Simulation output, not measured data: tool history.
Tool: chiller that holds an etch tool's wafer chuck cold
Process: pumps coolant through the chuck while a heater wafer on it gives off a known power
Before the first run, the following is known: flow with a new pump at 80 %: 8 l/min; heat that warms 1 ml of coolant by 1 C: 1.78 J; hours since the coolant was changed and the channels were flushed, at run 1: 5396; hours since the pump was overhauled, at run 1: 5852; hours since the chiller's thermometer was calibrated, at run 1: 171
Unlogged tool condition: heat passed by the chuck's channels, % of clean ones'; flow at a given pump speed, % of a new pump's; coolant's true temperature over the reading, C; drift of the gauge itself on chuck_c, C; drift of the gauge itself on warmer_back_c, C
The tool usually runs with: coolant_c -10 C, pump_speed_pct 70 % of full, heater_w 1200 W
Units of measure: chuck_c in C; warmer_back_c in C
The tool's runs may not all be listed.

run,day,coolant_c,pump_speed_pct,heater_w,hours since the coolant was changed and the channels were flushed,hours since the pump was overhauled,hours since the chiller's thermometer was calibrated,chuck_c,warmer_back_c
1,0,-10,70,1200,5396,5852,171,1.9,6.05
2,3.971,-2,70,1200,5492,5947,266,9.9,6.04
3,9.579,-2,70,1200,5626,6082,401,10,6.05
4,13.383,-2,70,1200,5717,6173,492,10,6.11
5,16.642,-2,70,1200,5796,6252,570,10,6.09
6,20.704,-10,70,795,5893,6349,668,-1.9,4.03
7,25.854,-10,70,1200,6017,6473,792,2,6.1
8,29.679,-10,91,1200,6109,6564,883,0,4.49
9,32.821,-10,89,1200,6184,6640,959,0.2,4.66
10,36.658,-10,89,1200,6276,6732,1051,0.2,4.61
11,40.525,-10,84,1200,6369,6825,1144,0.8,4.95
12,44.946,-10,84,1092,6475,6931,1250,-0.3,4.53
13,50.421,-18,99,973,6606,7062,1381,-10.3,3.28
14,56.975,-18,99,973,6764,7220,1538,-10.2,3.35
15,63.196,-18,87,1426,6913,7369,1688,-5.5,5.66
16,68.275,-12,78,676,7035,7491,1810,-5.5,3.06
17,75.196,-19,83,676,7201,7657,1976,-12.6,2.86
18,81.867,-19,83,676,7361,7817,2136,-12.6,2.84
19,87.846,-4,69,676,7505,7960,2279,3.1,3.53
20,92.054,-12,73,798,7606,8061,2380,-3.9,3.91
21,95.046,-9,84,1200,7677,8133,2452,2,4.98
22,101.671,-9,84,1200,7836,8292,2611,2.2,4.98
23,106.792,-13,82,1399,7959,8415,2734,0.1,6
24,112.175,-13,82,1399,8088,8544,2863,0.2,5.99

Consider 3 possible next runs. They are alternatives, not a sequence: every one starts from the tool as it was left by run 24. What does each give?
A,115.338,-9,85,1363,8164,8620,2939,?,?
B,115.338,-18,70,887,8164,8620,2939,?,?
C,115.338,-17,82,1399,8164,8620,2939,?,?

run,chuck_c,warmer_back_c
A,3.6,5.6
B,-8.5,4.58
C,-3.8,6
What these runs would have given with no unlogged condition in the tool:
run,chuck_c,warmer_back_c
A,1.5,5.35
B,-10.1,4.38
C,-5.9,5.73
